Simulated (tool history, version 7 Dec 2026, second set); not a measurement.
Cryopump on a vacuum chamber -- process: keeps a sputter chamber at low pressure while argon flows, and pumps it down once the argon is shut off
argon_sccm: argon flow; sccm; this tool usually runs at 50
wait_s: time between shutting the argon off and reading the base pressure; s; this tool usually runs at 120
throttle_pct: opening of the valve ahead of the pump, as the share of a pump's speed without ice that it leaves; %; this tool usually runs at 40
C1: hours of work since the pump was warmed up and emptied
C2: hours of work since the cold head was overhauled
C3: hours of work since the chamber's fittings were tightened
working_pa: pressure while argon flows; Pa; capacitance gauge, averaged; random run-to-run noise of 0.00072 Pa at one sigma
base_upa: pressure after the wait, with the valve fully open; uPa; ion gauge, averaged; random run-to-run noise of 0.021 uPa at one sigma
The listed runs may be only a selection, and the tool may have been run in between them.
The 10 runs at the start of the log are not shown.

{"run": 11, "hour": 276.7, "argon_sccm": 50, "wait_s": 145, "throttle_pct": 40, "C1": 59, "C2": 562, "C3": 527, "working_pa": 0.1318, "base_upa": 0.79}
{"run": 12, "hour": 307.8, "argon_sccm": 50, "wait_s": 145, "throttle_pct": 40, "C1": 72, "C2": 575, "C3": 541, "working_pa": 0.1314, "base_upa": 0.88}
{"run": 13, "hour": 348.0, "argon_sccm": 50, "wait_s": 145, "throttle_pct": 40, "C1": 90, "C2": 593, "C3": 558, "working_pa": 0.1319, "base_upa": 0.85}
{"run": 14, "hour": 376.4, "argon_sccm": 50, "wait_s": 145, "throttle_pct": 40, "C1": 102, "C2": 605, "C3": 570, "working_pa": 0.131, "base_upa": 0.89}
{"run": 15, "hour": 394.4, "argon_sccm": 50, "wait_s": 120, "throttle_pct": 40, "C1": 110, "C2": 613, "C3": 578, "working_pa": 0.1334, "base_upa": 0.9}
{"run": 16, "hour": 418.6, "argon_sccm": 50, "wait_s": 120, "throttle_pct": 40, "C1": 120, "C2": 623, "C3": 588, "working_pa": 0.1336, "base_upa": 0.96}
{"run": 17, "hour": 445.6, "argon_sccm": 50, "wait_s": 120, "throttle_pct": 40, "C1": 132, "C2": 635, "C3": 600, "working_pa": 0.1318, "base_upa": 0.95}
{"run": 18, "hour": 463.7, "argon_sccm": 50, "wait_s": 120, "throttle_pct": 51, "C1": 140, "C2": 643, "C3": 608, "working_pa": 0.104, "base_upa": 0.96}
{"run": 19, "hour": 480.6, "argon_sccm": 98, "wait_s": 235, "throttle_pct": 52, "C1": 147, "C2": 650, "C3": 615, "working_pa": 0.2012, "base_upa": 0.82}
{"run": 20, "hour": 517.6, "argon_sccm": 96, "wait_s": 120, "throttle_pct": 48, "C1": 163, "C2": 666, "C3": 631, "working_pa": 0.2128, "base_upa": 0.99}
{"run": 21, "hour": 542.8, "argon_sccm": 22, "wait_s": 21, "throttle_pct": 48, "C1": 174, "C2": 677, "C3": 642, "working_pa": 0.0497, "base_upa": 2.43}
{"run": 22, "hour": 576.8, "argon_sccm": 21, "wait_s": 57, "throttle_pct": 18, "C1": 189, "C2": 692, "C3": 657, "working_pa": 0.1221, "base_upa": 1.31}
{"run": 23, "hour": 605.1, "argon_sccm": 21, "wait_s": 57, "throttle_pct": 18, "C1": 201, "C2": 704, "C3": 669, "working_pa": 0.1221, "base_upa": 1.33}
{"run": 24, "hour": 635.6, "argon_sccm": 61, "wait_s": 113, "throttle_pct": 29, "C1": 214, "C2": 717, "C3": 682, "working_pa": 0.2219, "base_upa": 1.03}
{"run": 25, "hour": 660.1, "argon_sccm": 92, "wait_s": 113, "throttle_pct": 34, "C1": 225, "C2": 728, "C3": 693, "working_pa": 0.2863, "base_upa": 1.08}
{"run": 26, "hour": 678.0, "argon_sccm": 95, "wait_s": 51, "throttle_pct": 34, "C1": 232, "C2": 736, "C3": 701, "working_pa": 0.2985, "base_upa": 1.43}
{"run": 27, "hour": 711.2, "argon_sccm": 24, "wait_s": 199, "throttle_pct": 23, "C1": 247, "C2": 750, "C3": 715, "working_pa": 0.1096, "base_upa": 0.93}
{"run": 28, "hour": 736.7, "argon_sccm": 26, "wait_s": 199, "throttle_pct": 59, "C1": 258, "C2": 761, "C3": 726, "working_pa": 0.0482, "base_upa": 0.93}
{"run": 29, "hour": 759.4, "argon_sccm": 50, "wait_s": 27, "throttle_pct": 55, "C1": 268, "C2": 771, "C3": 736, "working_pa": 0.0998, "base_upa": 2.15}
{"run": 30, "hour": 793.3, "argon_sccm": 35, "wait_s": 27, "throttle_pct": 24, "C1": 282, "C2": 785, "C3": 750, "working_pa": 0.1545, "base_upa": 2.13}
{"run": 31, "hour": 831.4, "argon_sccm": 33, "wait_s": 120, "throttle_pct": 40, "C1": 299, "C2": 802, "C3": 767, "working_pa": 0.0893, "base_upa": 1.14}
{"run": 32, "hour": 853.4, "argon_sccm": 33, "wait_s": 120, "throttle_pct": 40, "C1": 308, "C2": 811, "C3": 776, "working_pa": 0.0897, "base_upa": 1.1}
{"run": 33, "hour": 870.8, "argon_sccm": 29, "wait_s": 120, "throttle_pct": 16, "C1": 316, "C2": 819, "C3": 784, "working_pa": 0.1913, "base_upa": 1.15}
{"run": 34, "hour": 907.8, "argon_sccm": 99, "wait_s": 25, "throttle_pct": 40, "C1": 332, "C2": 835, "C3": 800, "working_pa": 0.2707, "base_upa": 2.31}

What if the next run were any one of these 4? Each begins from the tool's condition after run 34:
{"run": "A", "hour": 928.4, "argon_sccm": 27, "wait_s": 185, "throttle_pct": 30, "C1": 341, "C2": 844, "C3": 809, "working_pa": "?", "base_upa": "?"}
{"run": "B", "hour": 928.4, "argon_sccm": 82, "wait_s": 178, "throttle_pct": 39, "C1": 341, "C2": 844, "C3": 809, "working_pa": "?", "base_upa": "?"}
{"run": "C", "hour": 928.4, "argon_sccm": 22, "wait_s": 73, "throttle_pct": 40, "C1": 341, "C2": 844, "C3": 809, "working_pa": "?", "base_upa": "?"}
{"run": "D", "hour": 928.4, "argon_sccm": 33, "wait_s": 29, "throttle_pct": 40, "C1": 341, "C2": 844, "C3": 809, "working_pa": "?", "base_upa": "?"}

run=A working_pa=0.0969 base_upa=1.03
run=B working_pa=0.2289 base_upa=1.01
run=C working_pa=0.0598 base_upa=1.32
run=D working_pa=0.0904 base_upa=2.11
The same runs, with their run-to-run variation unchanged, on a tool lacking any hidden condition would have given:
run=A working_pa=0.0936 base_upa=0.39
run=B working_pa=0.2187 base_upa=0.36
run=C working_pa=0.0571 base_upa=0.67
run=D working_pa=0.0863 base_upa=1.45
